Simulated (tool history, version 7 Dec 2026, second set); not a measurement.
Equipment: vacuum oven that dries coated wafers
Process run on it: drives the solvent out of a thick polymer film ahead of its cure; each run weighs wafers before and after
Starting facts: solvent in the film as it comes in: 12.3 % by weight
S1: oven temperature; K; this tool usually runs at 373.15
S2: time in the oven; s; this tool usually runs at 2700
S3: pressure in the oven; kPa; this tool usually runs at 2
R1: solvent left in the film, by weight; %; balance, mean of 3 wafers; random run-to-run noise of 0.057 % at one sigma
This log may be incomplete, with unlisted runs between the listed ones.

Run 1, hour 0: usual settings. Result: R1 2.82 %.
Run 2, hour 33.7: usual settings but S1 376.15 K. Result: R1 2.2 %.
Run 3, hour 75.9: usual settings. Result: R1 2.75 %.
Run 4, hour 105.9: usual settings. Result: R1 2.76 %.
Run 5, hour 145.3: usual settings but S2 4020 s. Result: R1 2.34 %.
Run 6, hour 176.6: usual settings but S2 4020 s. Result: R1 2.11 %.
Run 7, hour 198.8: usual settings but S1 385.15 K. Result: R1 1.28 %.
Run 8, hour 217.1: usual settings but S1 385.15 K. Result: R1 1.38 %.
Run 9, hour 241.5: usual settings but S1 386.15 K. Result: R1 1.31 %.
Run 10, hour 260.2: usual settings but S1 379.15 K. Result: R1 1.83 %.
Run 11, hour 298: usual settings but S1 379.15 K. Result: R1 1.87 %.
Run 12, hour 320.1: usual settings but S2 2100 s. Result: R1 3.35 %.
Run 13, hour 348.7: usual settings but S2 2100 s. Result: R1 3.43 %.
Run 14, hour 391.7: usual settings but S2 2100 s. Result: R1 3.35 %.
Run 15, hour 414.8: usual settings but S2 2100 s. Result: R1 3.27 %.
Run 16, hour 440.9: usual settings. Result: R1 2.72 %.
Run 17, hour 482.6: usual settings. Result: R1 2.75 %.
Run 18, hour 523.3: usual settings. Result: R1 2.74 %.
Run 19, hour 547.6: usual settings. Result: R1 2.77 %.
Run 20, hour 567: usual settings. Result: R1 2.82 %.
Run 21, hour 604.4: usual settings. Result: R1 2.65 %.
Run 22, hour 623.2: usual settings. Result: R1 2.8 %.
Run 23, hour 660.7: usual settings. Result: R1 2.85 %.
Run 24, hour 695: usual settings. Result: R1 2.78 %.
Run 25, hour 727.3: usual settings but S1 370.15 K, S3 2.8 kPa. Result: R1 4.14 %.
Run 26, hour 760.3: usual settings but S2 2100 s, S3 2.65 kPa. Result: R1 3.96 %.
Run 27, hour 780: usual settings but S1 385.15 K. Result: R1 1.33 %.
Run 28, hour 815: usual settings but S1 365.15 K, S2 1740 s, S3 7.61 kPa. Result: R1 10.52 %.
Run 29, hour 837.7: usual settings but S3 3.3 kPa. Result: R1 3.94 %.
Run 30, hour 874.2: usual settings but S3 3.3 kPa. Result: R1 3.9 %.
Run 31, hour 892.1: usual settings but S1 383.15 K, S3 3.3 kPa. Result: R1 2.26 %.
Run 32, hour 931.5: usual settings but S1 361.15 K, S3 1.89 kPa. Result: R1 5.68 %.

What will run 33 give?
Run 33, hour 965: usual settings but S1 361.15 K, S3 1.89 kPa. Result: R1 ?.

R1: 5.58 %
Minus the tool's unlogged condition, the same run would have read R1 5.57 %.
